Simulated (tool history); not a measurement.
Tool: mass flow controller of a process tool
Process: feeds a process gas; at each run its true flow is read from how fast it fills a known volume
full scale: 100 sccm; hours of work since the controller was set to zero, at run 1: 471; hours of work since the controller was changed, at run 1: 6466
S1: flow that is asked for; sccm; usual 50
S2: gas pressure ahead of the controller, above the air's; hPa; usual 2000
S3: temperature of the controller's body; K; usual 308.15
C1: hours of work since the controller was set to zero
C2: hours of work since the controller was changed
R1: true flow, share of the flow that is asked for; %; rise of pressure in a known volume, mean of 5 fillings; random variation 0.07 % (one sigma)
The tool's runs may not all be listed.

run,hour,S1,S2,S3,C1,C2,R1
1,0,50,2000,308.15,471,6466,100.28
2,219.5,50,2000,308.15,570,6566,100.34
3,491.5,14,2000,308.15,693,6689,101.26
4,986.6,14,2000,308.15,917,6912,101.54
5,1214.1,50,2000,308.15,1020,7015,100.55
6,1695.7,11,2000,308.15,1237,7233,102.45
7,2082.3,11,2000,308.15,1412,7408,102.73
8,2560,11,2000,308.15,1628,7624,103.04
9,2817,12,2000,301.15,1744,7740,103.46
# hour 2861.9: controller's zero set anew
10,3316.3,20,2240,294.15,205,7966,103.76
11,3603,28,2630,293.15,335,8095,103.04
12,3816.5,72,1650,308.15,432,8192,101.34
13,4066.9,72,1620,309.15,545,8305,101.24

The same runs without the tool's hidden state, with the same run-to-run variation:
The hidden state here: flow at rest that the sensor doesn't see, % of full scale; true flow over the shown one, %; drift of the gauge itself on true_pct, %.
run,R1
1,99.09
2,99.09
3,99.05
4,99.03
5,99.1
6,98.99
7,98.99
8,98.92
9,99.43
10,99.92
11,99.9
12,99.4
13,99.25
